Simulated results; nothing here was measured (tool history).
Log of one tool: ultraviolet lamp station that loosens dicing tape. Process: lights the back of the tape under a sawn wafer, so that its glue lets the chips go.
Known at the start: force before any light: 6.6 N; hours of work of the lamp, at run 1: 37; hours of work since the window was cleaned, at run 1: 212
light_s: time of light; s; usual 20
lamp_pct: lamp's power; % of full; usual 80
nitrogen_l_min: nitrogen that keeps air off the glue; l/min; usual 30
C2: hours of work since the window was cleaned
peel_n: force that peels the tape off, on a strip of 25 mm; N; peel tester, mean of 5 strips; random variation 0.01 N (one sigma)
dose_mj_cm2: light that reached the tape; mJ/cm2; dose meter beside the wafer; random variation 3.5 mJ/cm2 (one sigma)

Run 1, day 0: usual settings; hours of work of the lamp 37; C2 212. Result: peel_n 0.45 N, dose_mj_cm2 574 mJ/cm2.
Run 2, day 2.242: usual settings; hours of work of the lamp 69; C2 243. Result: peel_n 0.45 N, dose_mj_cm2 577 mJ/cm2.
Run 3, day 3.733: usual settings; hours of work of the lamp 90; C2 264. Result: peel_n 0.447 N, dose_mj_cm2 580 mJ/cm2.
Run 4, day 5.742: usual settings; hours of work of the lamp 118; C2 293. Result: peel_n 0.462 N, dose_mj_cm2 579 mJ/cm2.
Run 5, day 6.917: usual settings; hours of work of the lamp 134; C2 309. Result: peel_n 0.444 N, dose_mj_cm2 584 mJ/cm2.
Run 6, day 8.254: usual settings; hours of work of the lamp 153; C2 328. Result: peel_n 0.452 N, dose_mj_cm2 571 mJ/cm2.
Run 7, day 10.521: usual settings; hours of work of the lamp 185; C2 360. Result: peel_n 0.459 N, dose_mj_cm2 581 mJ/cm2.
At day 11.588: window cleaned of glue's vapour.
Run 8, day 12.379: usual settings; hours of work of the lamp 211; C2 11. Result: peel_n 0.447 N, dose_mj_cm2 574 mJ/cm2.
Run 9, day 14.671: usual settings but nitrogen_l_min 27 l/min; hours of work of the lamp 243; C2 43. Result: peel_n 0.45 N, dose_mj_cm2 577 mJ/cm2.
Run 10, day 17.125: usual settings but nitrogen_l_min 12 l/min; hours of work of the lamp 277; C2 78. Result: peel_n 0.785 N, dose_mj_cm2 575 mJ/cm2.
Run 11, day 19.225: usual settings but nitrogen_l_min 12 l/min; hours of work of the lamp 307; C2 107. Result: peel_n 0.765 N, dose_mj_cm2 574 mJ/cm2.
Run 12, day 20.512: usual settings but nitrogen_l_min 12 l/min; hours of work of the lamp 325; C2 125. Result: peel_n 0.776 N, dose_mj_cm2 582 mJ/cm2.
Run 13, day 21.862: usual settings but nitrogen_l_min 12 l/min; hours of work of the lamp 344; C2 144. Result: peel_n 0.79 N, dose_mj_cm2 577 mJ/cm2.
Run 14, day 23.421: usual settings; hours of work of the lamp 366; C2 166. Result: peel_n 0.441 N, dose_mj_cm2 574 mJ/cm2.
Run 15, day 25.842: usual settings but nitrogen_l_min 12 l/min; hours of work of the lamp 400; C2 200. Result: peel_n 0.751 N, dose_mj_cm2 572 mJ/cm2.
Run 16, day 27.667: usual settings but nitrogen_l_min 12 l/min; hours of work of the lamp 426; C2 226. Result: peel_n 0.769 N, dose_mj_cm2 581 mJ/cm2.
Run 17, day 29.65: usual settings but lamp_pct 91 % of full, nitrogen_l_min 12 l/min; hours of work of the lamp 454; C2 254. Result: peel_n 0.615 N, dose_mj_cm2 657 mJ/cm2.
Run 18, day 31.325: usual settings but lamp_pct 66 % of full; hours of work of the lamp 477; C2 277. Result: peel_n 0.625 N, dose_mj_cm2 474 mJ/cm2.
Run 19, day 32.954: usual settings but lamp_pct 66 % of full; hours of work of the lamp 500; C2 300. Result: peel_n 0.649 N, dose_mj_cm2 474 mJ/cm2.
Run 20, day 34.596: usual settings but light_s 22 s, lamp_pct 81 % of full; hours of work of the lamp 523; C2 323. Result: peel_n 0.366 N, dose_mj_cm2 636 mJ/cm2.
Run 21, day 35.925: usual settings but light_s 40 s, lamp_pct 93 % of full, nitrogen_l_min 14 l/min; hours of work of the lamp 542; C2 342. Result: peel_n 0.202 N, dose_mj_cm2 1356 mJ/cm2.
Run 22, day 37.588: usual settings but light_s 40 s, lamp_pct 93 % of full, nitrogen_l_min 14 l/min; hours of work of the lamp 565; C2 365. Result: peel_n 0.197 N, dose_mj_cm2 1335 mJ/cm2.
At day 38.138: window cleaned of glue's vapour.
Run 23, day 40.225: usual settings but light_s 40 s, lamp_pct 93 % of full, nitrogen_l_min 14 l/min; hours of work of the lamp 602; C2 29. Result: peel_n 0.188 N, dose_mj_cm2 1344 mJ/cm2.
Run 24, day 42.758: usual settings but light_s 40 s, lamp_pct 93 % of full, nitrogen_l_min 14 l/min; hours of work of the lamp 637; C2 65. Result: peel_n 0.209 N, dose_mj_cm2 1330 mJ/cm2.
Run 25, day 44.042: usual settings but light_s 21 s, nitrogen_l_min 24 l/min; hours of work of the lamp 655; C2 83. Result: peel_n 0.456 N, dose_mj_cm2 607 mJ/cm2.
Run 26, day 46.408: usual settings but light_s 36 s, lamp_pct 75 % of full, nitrogen_l_min 18 l/min; hours of work of the lamp 689; C2 116. Result: peel_n 0.241 N, dose_mj_cm2 972 mJ/cm2.
Run 27, day 48.529: usual settings but light_s 23 s, lamp_pct 71 % of full; hours of work of the lamp 719; C2 146. Result: peel_n 0.439 N, dose_mj_cm2 592 mJ/cm2.
Run 28, day 51.008: usual settings but lamp_pct 72 % of full; hours of work of the lamp 753; C2 181. Result: peel_n 0.563 N, dose_mj_cm2 517 mJ/cm2.
Run 29, day 52.283: usual settings but light_s 12 s, lamp_pct 72 % of full; hours of work of the lamp 771; C2 199. Result: peel_n 1.351 N, dose_mj_cm2 312 mJ/cm2.
Run 30, day 54.708: usual settings but lamp_pct 65 % of full, nitrogen_l_min 11 l/min; hours of work of the lamp 805; C2 233. Result: peel_n 1.139 N, dose_mj_cm2 464 mJ/cm2.
Run 31, day 56.646: usual settings but lamp_pct 90 % of full, nitrogen_l_min 34 l/min; hours of work of the lamp 833; C2 260. Result: peel_n 0.33 N, dose_mj_cm2 644 mJ/cm2.
Run 32, day 59.192: usual settings but lamp_pct 90 % of full, nitrogen_l_min 34 l/min; hours of work of the lamp 868; C2 296. Result: peel_n 0.339 N, dose_mj_cm2 647 mJ/cm2.
Run 33, day 61.225: usual settings but lamp_pct 83 % of full, nitrogen_l_min 14 l/min; hours of work of the lamp 897; C2 324. Result: peel_n 0.632 N, dose_mj_cm2 599 mJ/cm2.
Run 34, day 62.362: usual settings but lamp_pct 83 % of full, nitrogen_l_min 14 l/min; hours of work of the lamp 913; C2 340. Result: peel_n 0.636 N, dose_mj_cm2 593 mJ/cm2.
Run 35, day 63.454: usual settings but lamp_pct 83 % of full, nitrogen_l_min 14 l/min; hours of work of the lamp 928; C2 356. Result: peel_n 0.647 N, dose_mj_cm2 596 mJ/cm2.

Forecast each of these 5 alternatives for the next run:
At day 64.783: window cleaned of glue's vapour.
Run A, day 65.271: usual settings but light_s 24 s, nitrogen_l_min 51 l/min; hours of work of the lamp 953; C2 7. Result: peel_n ?, dose_mj_cm2 ?.
At day 64.783: window cleaned of glue's vapour.
Run B, day 65.271: usual settings but lamp_pct 67 % of full, nitrogen_l_min 13 l/min; hours of work of the lamp 953; C2 7. Result: peel_n ?, dose_mj_cm2 ?.
At day 64.783: window cleaned of glue's vapour.
Run C, day 65.271: usual settings but light_s 31 s, lamp_pct 92 % of full, nitrogen_l_min 41 l/min; hours of work of the lamp 953; C2 7. Result: peel_n ?, dose_mj_cm2 ?.
At day 64.783: window cleaned of glue's vapour.
Run D, day 65.271: usual settings but light_s 11 s, lamp_pct 62 % of full, nitrogen_l_min 23 l/min; hours of work of the lamp 953; C2 7. Result: peel_n ?, dose_mj_cm2 ?.
At day 64.783: window cleaned of glue's vapour.
Run E, day 65.271: usual settings but light_s 13 s, lamp_pct 71 % of full, nitrogen_l_min 39 l/min; hours of work of the lamp 953; C2 7. Result: peel_n ?, dose_mj_cm2 ?.

run  peel_n  dose_mj_cm2
  A   0.263          702
  B   1.019          488
  C   0.196         1017
  D    2.03          244
  E   1.074          332
Without the tool's hidden state the same runs would have given:
run  peel_n  dose_mj_cm2
  A   0.263          703
  B   1.016          489
  C   0.196         1019
  D   2.026          245
  E   1.071          333
